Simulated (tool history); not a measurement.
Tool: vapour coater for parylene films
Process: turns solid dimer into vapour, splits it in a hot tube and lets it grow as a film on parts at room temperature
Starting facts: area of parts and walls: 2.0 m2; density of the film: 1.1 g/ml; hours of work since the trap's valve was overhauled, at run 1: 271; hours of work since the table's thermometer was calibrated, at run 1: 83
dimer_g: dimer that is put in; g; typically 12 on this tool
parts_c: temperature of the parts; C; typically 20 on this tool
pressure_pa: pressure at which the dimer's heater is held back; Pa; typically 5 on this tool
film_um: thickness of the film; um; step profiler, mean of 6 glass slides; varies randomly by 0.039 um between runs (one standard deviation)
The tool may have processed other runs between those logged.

run,hour,dimer_g,parts_c,pressure_pa,hours of work since the trap's valve was overhauled,hours of work since the table's thermometer was calibrated,film_um
1,0,12,20,5,271,83,3.9
2,29.1,12,20,5,283,96,3.83
3,43.8,12,20,6.3,290,102,3.6
4,72.7,12,20,6.3,302,115,3.62
5,93.1,12,20,6.3,311,123,3.71
6,122.3,6,20,5,323,136,1.93
7,154.1,12,20,5,337,150,3.81
8,173.7,12,20,5.54,345,158,3.77
9,196,12,20,5.54,355,168,3.7
10,218.1,12,14,5.54,365,177,4.12
11,248.5,12,14,5.54,378,190,4.07
12,273.6,12,20,2.54,388,201,4.41
13,295.9,12,20,2.54,398,210,4.38
14,313.3,12,20,2.54,405,218,4.38
# hour 320.1: trap's valve overhauled
15,339.7,12,20,2.54,8,228,4.12
16,366,12,20,2.54,20,239,4.1
17,387.8,12,20,5,29,248,3.55
18,411.6,12,15,5,39,258,3.85
# hour 428.7: trap's valve overhauled, once more
19,435.1,12,20,5,3,267,4.05
20,464.6,12,20,5,15,280,4.09
21,491.1,12,29,5,27,291,3.41
22,513.6,12,29,5,36,301,3.43
23,535.9,12,29,5,46,310,3.38

Estimate the outcome of run 24 from the log above:
24,563.3,12,24,2.41,58,322,?

Run 24 came out at film_um 4.41 um.
Had the tool carried no hidden state, the very same run would have given film_um 4.51 um.
